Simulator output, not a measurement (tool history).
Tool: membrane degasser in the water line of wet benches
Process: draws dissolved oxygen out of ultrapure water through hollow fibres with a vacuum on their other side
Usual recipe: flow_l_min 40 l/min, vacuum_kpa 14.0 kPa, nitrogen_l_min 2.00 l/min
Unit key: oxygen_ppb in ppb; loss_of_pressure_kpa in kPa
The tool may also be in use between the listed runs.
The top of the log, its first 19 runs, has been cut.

run 20 day=71.483 | flow_l_min=64 vacuum_kpa=13.5 nitrogen_l_min=1.30 | oxygen_ppb=908.3 loss_of_pressure_kpa=100.87
run 21 day=77.096 | flow_l_min=64 vacuum_kpa=13.5 nitrogen_l_min=1.30 | oxygen_ppb=908.4 loss_of_pressure_kpa=100.85
run 22 day=81.688 | flow_l_min=64 vacuum_kpa=13.5 nitrogen_l_min=1.30 | oxygen_ppb=901.5 loss_of_pressure_kpa=100.55
run 23 day=86.221 | flow_l_min=64 vacuum_kpa=13.5 nitrogen_l_min=1.30 | oxygen_ppb=911.9 loss_of_pressure_kpa=100.84
run 24 day=90.275 | flow_l_min=39 vacuum_kpa=32.7 nitrogen_l_min=4.96 | oxygen_ppb=525.1 loss_of_pressure_kpa=61.43
run 25 day=93.033 | flow_l_min=57 vacuum_kpa=9.9 nitrogen_l_min=2.84 | oxygen_ppb=308.9 loss_of_pressure_kpa=90.38
run 26 day=99.129 | flow_l_min=57 vacuum_kpa=9.9 nitrogen_l_min=2.84 | oxygen_ppb=303.6 loss_of_pressure_kpa=90.40
run 27 day=105.125 | flow_l_min=24 vacuum_kpa=15.4 nitrogen_l_min=2.20 | oxygen_ppb=306.4 loss_of_pressure_kpa=38.15
run 28 day=109.250 | flow_l_min=24 vacuum_kpa=15.4 nitrogen_l_min=2.20 | oxygen_ppb=307.9 loss_of_pressure_kpa=38.15
run 29 day=115.700 | flow_l_min=56 vacuum_kpa=11.1 nitrogen_l_min=4.07 | oxygen_ppb=261.0 loss_of_pressure_kpa=88.78
run 30 day=120.100 | flow_l_min=40 vacuum_kpa=13.7 nitrogen_l_min=1.78 | oxygen_ppb=504.8 loss_of_pressure_kpa=63.71
run 31 day=123.575 | flow_l_min=40 vacuum_kpa=13.7 nitrogen_l_min=1.78 | oxygen_ppb=500.9 loss_of_pressure_kpa=63.23
run 32 day=129.733 | flow_l_min=40 vacuum_kpa=14.0 nitrogen_l_min=1.30 | oxygen_ppb=669.9 loss_of_pressure_kpa=63.50

3 options for the next run, each taken on its own from the tool as it stands now. Forecast them:
run A day=133.229 | flow_l_min=50 vacuum_kpa=9.7 nitrogen_l_min=1.15 | oxygen_ppb=? loss_of_pressure_kpa=?
run B day=133.229 | flow_l_min=31 vacuum_kpa=30.2 nitrogen_l_min=4.32 | oxygen_ppb=? loss_of_pressure_kpa=?
run C day=133.229 | flow_l_min=40 vacuum_kpa=14.0 nitrogen_l_min=3.99 | oxygen_ppb=? loss_of_pressure_kpa=?

run=A oxygen_ppb=542.5 loss_of_pressure_kpa=79.31
run=B oxygen_ppb=444.1 loss_of_pressure_kpa=49.42
run=C oxygen_ppb=254.7 loss_of_pressure_kpa=63.33
What these runs would have given with no unlogged condition in the tool:
run=A oxygen_ppb=532.4 loss_of_pressure_kpa=76.83
run=B oxygen_ppb=438.9 loss_of_pressure_kpa=47.87
run=C oxygen_ppb=250.2 loss_of_pressure_kpa=61.34

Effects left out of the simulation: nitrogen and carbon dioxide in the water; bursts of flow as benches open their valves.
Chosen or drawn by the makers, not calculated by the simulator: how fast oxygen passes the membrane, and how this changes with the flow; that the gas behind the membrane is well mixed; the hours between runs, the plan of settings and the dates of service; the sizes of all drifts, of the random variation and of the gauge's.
